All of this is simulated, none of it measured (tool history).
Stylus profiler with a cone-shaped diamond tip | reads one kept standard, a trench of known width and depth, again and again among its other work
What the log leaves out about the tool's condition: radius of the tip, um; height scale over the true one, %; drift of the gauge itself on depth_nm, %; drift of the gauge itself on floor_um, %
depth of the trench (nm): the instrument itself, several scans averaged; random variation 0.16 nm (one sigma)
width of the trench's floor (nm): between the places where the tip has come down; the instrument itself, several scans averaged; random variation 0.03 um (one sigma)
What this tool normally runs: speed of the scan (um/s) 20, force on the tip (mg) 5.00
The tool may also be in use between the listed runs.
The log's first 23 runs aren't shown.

run,hour,speed of the scan (um/s),force on the tip (mg),scans with this tip,hours of work since the height scale was calibrated,depth of the trench (nm),width of the trench's floor (nm)
24,812.5,20,3.11,1518,111,1007.40,16480
25,846.2,66,3.47,1814,132,1008.10,16280
26,891.2,39,5.92,2210,161,1011.66,16420
27,931.3,39,5.92,2563,187,1011.54,16430
28,952.4,63,6.62,2748,201,1012.48,16390
29,979.5,45,4.24,2987,218,1009.38,16430
30,1013.7,45,4.24,3288,240,1009.07,16330
31,1034.6,45,4.24,3472,253,1009.16,16430

Forecast run 32:
32,1061.3,22,5.32,3706,271,?,?

Run 32 gave depth of the trench (nm) 1010.82, width of the trench's floor (nm) 16490.
The same run, on a tool lacking any hidden state, would have yielded depth of the trench (nm) 1010.82, width of the trench's floor (nm) 16490.

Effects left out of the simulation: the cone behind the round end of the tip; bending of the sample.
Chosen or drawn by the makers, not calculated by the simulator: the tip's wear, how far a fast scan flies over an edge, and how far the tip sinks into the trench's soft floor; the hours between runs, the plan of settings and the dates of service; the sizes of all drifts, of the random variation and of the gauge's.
